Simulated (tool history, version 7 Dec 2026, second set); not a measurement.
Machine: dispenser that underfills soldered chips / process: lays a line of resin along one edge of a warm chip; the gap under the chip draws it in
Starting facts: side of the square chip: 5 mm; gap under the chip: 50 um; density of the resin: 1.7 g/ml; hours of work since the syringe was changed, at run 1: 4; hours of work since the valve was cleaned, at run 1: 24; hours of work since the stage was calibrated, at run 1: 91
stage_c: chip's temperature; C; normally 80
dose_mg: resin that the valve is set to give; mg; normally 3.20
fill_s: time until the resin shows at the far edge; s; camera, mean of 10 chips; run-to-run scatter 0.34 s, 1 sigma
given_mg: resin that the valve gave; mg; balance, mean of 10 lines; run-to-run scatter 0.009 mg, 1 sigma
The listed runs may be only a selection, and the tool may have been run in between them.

run	hour	stage_c	dose_mg	hours of work since the syringe was changed	hours of work since the valve was cleaned	hours of work since the stage was calibrated	fill_s	given_mg
1	0.0	80	3.20	4	24	91	22.8	3.141
# hour 6.3: new syringe of resin
2	6.7	77	3.20	0	29	96	19.6	3.138
3	15.6	80	3.20	7	36	103	28.4	3.134
# hour 18.0: new syringe of resin
4	22.6	80	2.96	4	41	109	22.5	2.883
5	26.8	80	2.96	7	44	112	27.7	2.880
# hour 29.6: new syringe of resin
6	35.2	80	3.20	5	51	119	24.0	3.084
7	40.5	80	3.20	9	55	123	31.4	3.081
# hour 41.3: new syringe of resin
# hour 48.7: dispensing valve cleaned and set on the balance
8	48.7	80	3.20	5	0	128	24.3	3.214
# hour 53.6: new syringe of resin
9	56.5	80	3.20	2	6	134	20.3	3.202
10	60.8	80	3.20	6	9	138	26.0	3.213
# hour 64.8: new syringe of resin
11	69.5	75	3.20	4	16	145	26.7	3.166
12	74.7	75	3.20	8	20	149	35.0	3.153
# hour 76.1: new syringe of resin
13	84.7	75	3.20	7	28	156	32.1	3.157
# hour 87.3: new syringe of resin
14	91.2	75	3.20	3	33	161	25.3	3.139
15	96.8	80	3.19	8	38	166	28.6	3.121
# hour 98.9: new syringe of resin
16	107.0	80	3.20	6	45	174	28.1	3.120
# hour 110.7: new syringe of resin
17	117.0	80	3.20	5	53	182	24.9	3.098
# hour 122.2: new syringe of resin
18	124.4	76	3.70	2	59	187	22.4	3.563
# hour 127.6: dispensing valve cleaned and set on the balance
# hour 134.6: new syringe of resin
19	135.7	76	4.00	1	6	195	20.9	3.970
20	144.2	67	3.22	8	13	202	44.6	3.191
# hour 146.6: new syringe of resin
21	152.0	67	3.22	4	19	208	35.1	3.196
# hour 158.1: new syringe of resin
22	158.4	67	3.22	0	24	213	25.8	3.162
23	166.6	67	3.22	7	31	219	40.3	3.140
# hour 169.4: new syringe of resin
24	171.4	87	2.81	2	34	223	16.9	2.734
# hour 180.7: new syringe of resin
25	180.8	66	3.52	0	41	230	26.9	3.431
26	186.7	67	3.20	5	46	235	36.7	3.102
# hour 192.3: new syringe of resin
27	196.7	79	3.84	4	54	243	23.0	3.688
# hour 203.6: new syringe of resin
28	204.3	78	4.14	1	60	249	19.5	3.974
# hour 207.2: dispensing valve cleaned and set on the balance
29	214.2	78	4.14	8	6	256	31.5	4.109
# hour 216.5: new syringe of resin
30	221.9	65	3.13	4	12	262	36.2	3.102
# hour 228.4: new syringe of resin
31	231.0	65	3.13	2	19	269	33.0	3.065
32	239.1	65	3.13	9	25	275	50.5	3.060
# hour 239.9: new syringe of resin
33	247.1	85	2.77	6	31	281	23.3	2.696
# hour 251.3: new syringe of resin
34	251.8	78	3.04	0	35	285	19.3	2.949

Forecast each of these 5 alternatives for the next run:
A	258.3	84	3.29	6	40	290	?	?
B	258.3	77	3.04	6	40	290	?	?
C	258.3	78	2.90	6	40	290	?	?
D	258.3	68	3.15	6	40	290	?	?
E	258.3	76	3.26	6	40	290	?	?

run	fill_s	given_mg
A	22.9	3.182
B	28.4	2.934
C	28.8	2.811
D	37.4	3.069
E	29.7	3.175
Stripped of hidden state, with their random variation kept, the same runs would have yielded:
run	fill_s	given_mg
A	14.7	3.280
B	17.9	3.025
C	18.6	2.897
D	23.8	3.163
E	19.1	3.272
